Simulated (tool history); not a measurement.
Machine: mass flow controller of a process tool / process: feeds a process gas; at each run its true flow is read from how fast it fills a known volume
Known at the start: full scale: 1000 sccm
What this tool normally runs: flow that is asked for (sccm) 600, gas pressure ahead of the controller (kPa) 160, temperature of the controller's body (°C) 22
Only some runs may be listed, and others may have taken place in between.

| run | hour | flow that is asked for (sccm) | gas pressure ahead of the controller (kPa) | temperature of the controller's body (°C) | true flow (%) |
|---|---|---|---|---|---|
| 1 | 0 | 600 | 160 | 22 | 100.17 |
| 2 | 71.1 | 600 | 160 | 22 | 100.08 |
| 3 | 116.1 | 600 | 160 | 22 | 100.04 |
| 4 | 191.9 | 600 | 160 | 22 | 100.22 |
| 5 | 257 | 600 | 160 | 22 | 100.25 |
| 6 | 299 | 600 | 160 | 22 | 100.17 |
| 7 | 330.7 | 600 | 160 | 22 | 100.17 |
| 8 | 370.6 | 600 | 205 | 22 | 100.4 |
| 9 | 443.6 | 600 | 205 | 22 | 100.56 |
| 10 | 491.2 | 600 | 205 | 22 | 100.39 |
| 11 | 542.2 | 600 | 160 | 25 | 100.53 |
| 12 | 579.9 | 458 | 160 | 22 | 100.28 |
| 13 | 649.7 | 458 | 160 | 22 | 100.37 |
|  | 655 | controller's zero set anew |
| 14 | 726 | 125 | 160 | 22 | 104.59 |
| 15 | 774.8 | 600 | 196 | 22 | 100.95 |
|  | 778.5 | controller's zero set anew, once more |
| 16 | 835.2 | 600 | 160 | 22 | 99.67 |
| 17 | 867.6 | 600 | 160 | 22 | 99.69 |
| 18 | 929.3 | 600 | 165 | 22 | 99.69 |
| 19 | 979.6 | 600 | 165 | 22 | 99.67 |
| 20 | 1014.7 | 600 | 165 | 32 | 100.55 |
| 21 | 1070.8 | 600 | 178 | 22 | 100.07 |
| 22 | 1140.7 | 600 | 188 | 32 | 100.73 |
| 23 | 1215.9 | 600 | 188 | 32 | 100.78 |
| 24 | 1289 | 600 | 204 | 32 | 100.71 |
| 25 | 1336.6 | 276 | 188 | 22 | 99.53 |
| 26 | 1413.5 | 139 | 182 | 33 | 100.72 |
| 27 | 1457.8 | 420 | 268 | 24 | 100.43 |
| 28 | 1522.3 | 600 | 160 | 25 | 100.22 |
| 29 | 1580 | 564 | 160 | 22 | 99.91 |
| 30 | 1652.1 | 394 | 160 | 24 | 100.03 |
| 31 | 1698.4 | 786 | 222 | 33 | 101.51 |
| 32 | 1760.6 | 234 | 199 | 33 | 100.77 |
| 33 | 1806.4 | 178 | 153 | 21 | 99.97 |
| 34 | 1873.2 | 178 | 153 | 21 | 100.1 |
| 35 | 1929.3 | 178 | 176 | 26 | 100.49 |
| 36 | 1994.5 | 178 | 269 | 24 | 100.82 |
| 37 | 2032.9 | 976 | 141 | 22 | 100.88 |
| 38 | 2093.4 | 600 | 160 | 20 | 100.12 |
| 39 | 2152.4 | 165 | 188 | 20 | 100.49 |
| 40 | 2221.9 | 165 | 188 | 20 | 100.58 |

What if the next run were any one of these 4? Each begins from the tool's condition after run 40:
| A | 2285.2 | 698 | 145 | 33 | ? |
| B | 2285.2 | 172 | 172 | 31 | ? |
| C | 2285.2 | 265 | 203 | 27 | ? |
| D | 2285.2 | 600 | 189 | 22 | ? |

| run | true flow (%) |
|---|---|
| A | 101.24 |
| B | 101.22 |
| C | 100.83 |
| D | 100.51 |
Without the tool's unlogged condition, the same runs would have read:
| run | true flow (%) |
|---|---|
| A | 99.67 |
| B | 98.57 |
| C | 98.68 |
| D | 98.88 |
